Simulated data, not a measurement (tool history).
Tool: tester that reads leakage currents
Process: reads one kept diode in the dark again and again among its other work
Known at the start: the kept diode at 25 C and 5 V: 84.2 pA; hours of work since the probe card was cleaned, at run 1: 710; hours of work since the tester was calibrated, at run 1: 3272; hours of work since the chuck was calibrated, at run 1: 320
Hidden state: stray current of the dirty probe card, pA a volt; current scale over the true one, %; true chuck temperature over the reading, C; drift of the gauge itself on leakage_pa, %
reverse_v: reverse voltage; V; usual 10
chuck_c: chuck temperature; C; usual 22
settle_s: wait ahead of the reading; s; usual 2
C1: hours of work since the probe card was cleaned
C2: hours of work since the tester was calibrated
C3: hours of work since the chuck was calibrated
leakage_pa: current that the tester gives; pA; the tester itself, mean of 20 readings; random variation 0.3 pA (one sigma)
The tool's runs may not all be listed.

run 1 day=0 | reverse_v=10 chuck_c=22 settle_s=2 | C1=710 C2=3272 C3=320 | leakage_pa=97.61
run 2 day=8.217 | reverse_v=10 chuck_c=22 settle_s=2 | C1=790 C2=3351 C3=400 | leakage_pa=96.99
run 3 day=15.504 | reverse_v=10 chuck_c=29 settle_s=2 | C1=861 C2=3422 C3=470 | leakage_pa=183.44
run 4 day=21.725 | reverse_v=10 chuck_c=49 settle_s=2 | C1=921 C2=3482 C3=531 | leakage_pa=974.45
run 5 day=27.933 | reverse_v=10 chuck_c=49 settle_s=2 | C1=981 C2=3543 C3=591 | leakage_pa=976.79
run 6 day=36.475 | reverse_v=10 chuck_c=49 settle_s=2 | C1=1064 C2=3625 C3=674 | leakage_pa=975.91
run 7 day=44.671 | reverse_v=10 chuck_c=22 settle_s=2 | C1=1144 C2=3705 C3=753 | leakage_pa=96.99
run 8 day=52.292 | reverse_v=10 chuck_c=22 settle_s=2 | C1=1218 C2=3779 C3=827 | leakage_pa=97.32
run 9 day=59.596 | reverse_v=10 chuck_c=22 settle_s=2 | C1=1289 C2=3850 C3=898 | leakage_pa=97.22
run 10 day=65.946 | reverse_v=10 chuck_c=22 settle_s=2 | C1=1350 C2=3911 C3=960 | leakage_pa=97.18
-- day=68.138 chuck's temperature calibrated
run 11 day=72.738 | reverse_v=10 chuck_c=32 settle_s=2 | C1=1415 C2=3976 C3=45 | leakage_pa=236.92
run 12 day=81.775 | reverse_v=10 chuck_c=32 settle_s=2 | C1=1503 C2=4064 C3=132 | leakage_pa=238.07
run 13 day=89.721 | reverse_v=10 chuck_c=32 settle_s=2 | C1=1580 C2=4141 C3=209 | leakage_pa=239.45
run 14 day=97.812 | reverse_v=1.1 chuck_c=22 settle_s=2 | C1=1658 C2=4220 C3=288 | leakage_pa=26.9
run 15 day=102.917 | reverse_v=1.1 chuck_c=22 settle_s=2 | C1=1708 C2=4269 C3=337 | leakage_pa=26.72
run 16 day=107.567 | reverse_v=10 chuck_c=22 settle_s=2 | C1=1753 C2=4314 C3=383 | leakage_pa=97.27
run 17 day=116.038 | reverse_v=10 chuck_c=22 settle_s=2 | C1=1835 C2=4397 C3=465 | leakage_pa=96.78
run 18 day=122.321 | reverse_v=10 chuck_c=22 settle_s=2 | C1=1896 C2=4458 C3=526 | leakage_pa=97.51
run 19 day=129.342 | reverse_v=10 chuck_c=22 settle_s=9.96 | C1=1964 C2=4526 C3=594 | leakage_pa=95.77
run 20 day=135 | reverse_v=12.6 chuck_c=22 settle_s=7.29 | C1=2019 C2=4581 C3=649 | leakage_pa=109.35
run 21 day=139.346 | reverse_v=10 chuck_c=22 settle_s=1.89 | C1=2061 C2=4623 C3=691 | leakage_pa=97.79
run 22 day=143.833 | reverse_v=7.3 chuck_c=52 settle_s=1.89 | C1=2105 C2=4666 C3=734 | leakage_pa=1028.35
run 23 day=147.9 | reverse_v=5.4 chuck_c=27 settle_s=1.89 | C1=2144 C2=4706 C3=774 | leakage_pa=107.61
run 24 day=152.388 | reverse_v=10 chuck_c=34 settle_s=1.42 | C1=2188 C2=4749 C3=817 | leakage_pa=286.15
run 25 day=157.525 | reverse_v=10 chuck_c=34 settle_s=1.42 | C1=2238 C2=4799 C3=867 | leakage_pa=283.78
run 26 day=166.65 | reverse_v=4 chuck_c=22 settle_s=2 | C1=2326 C2=4888 C3=956 | leakage_pa=56.78
-- day=169.35 chuck's temperature calibrated
run 27 day=172.808 | reverse_v=4 chuck_c=22 settle_s=2 | C1=2385 C2=4947 C3=34 | leakage_pa=56.84
run 28 day=176.95 | reverse_v=4 chuck_c=22 settle_s=2 | C1=2425 C2=4987 C3=74 | leakage_pa=56.72
run 29 day=184.821 | reverse_v=10.2 chuck_c=52 settle_s=7.38 | C1=2502 C2=5063 C3=150 | leakage_pa=1250.92
-- day=185.742 probe card cleaned and baked
run 30 day=189.662 | reverse_v=10.2 chuck_c=52 settle_s=7.38 | C1=38 C2=5109 C3=196 | leakage_pa=1250.4
run 31 day=193.75 | reverse_v=18.2 chuck_c=28 settle_s=2.2 | C1=78 C2=5148 C3=235 | leakage_pa=235.78
-- day=195.371 tester calibrated
run 32 day=199.721 | reverse_v=10 chuck_c=26 settle_s=0.94 | C1=135 C2=42 C3=293 | leakage_pa=141.7
run 33 day=208.071 | reverse_v=11.8 chuck_c=26 settle_s=0.94 | C1=216 C2=123 C3=374 | leakage_pa=156.19
run 34 day=217.004 | reverse_v=11.8 chuck_c=26 settle_s=0.94 | C1=302 C2=210 C3=460 | leakage_pa=156.53
run 35 day=223.204 | reverse_v=1.2 chuck_c=26 settle_s=0.94 | C1=363 C2=270 C3=520 | leakage_pa=40.93

5 ways to go on from here, each from the tool as it stands after run 35. What would each give?
run A day=229.088 | reverse_v=1.2 chuck_c=34 settle_s=0.94 | C1=420 C2=327 C3=578 | leakage_pa=?
run B day=229.088 | reverse_v=1.2 chuck_c=22 settle_s=0.51 | C1=420 C2=327 C3=578 | leakage_pa=?
run C day=229.088 | reverse_v=2 chuck_c=30 settle_s=0.41 | C1=420 C2=327 C3=578 | leakage_pa=?
run D day=229.088 | reverse_v=4.7 chuck_c=26 settle_s=0.94 | C1=420 C2=327 C3=578 | leakage_pa=?
run E day=229.088 | reverse_v=10.9 chuck_c=30 settle_s=0.71 | C1=420 C2=327 C3=578 | leakage_pa=?

run=A leakage_pa=83.14
run=B leakage_pa=29
run=C leakage_pa=80.07
run=D leakage_pa=91.37
run=E leakage_pa=213.29
Without the tool's hidden state the same runs would have given:
run=A leakage_pa=83.16
run=B leakage_pa=29.01
run=C leakage_pa=80.09
run=D leakage_pa=91.39
run=E leakage_pa=213.32
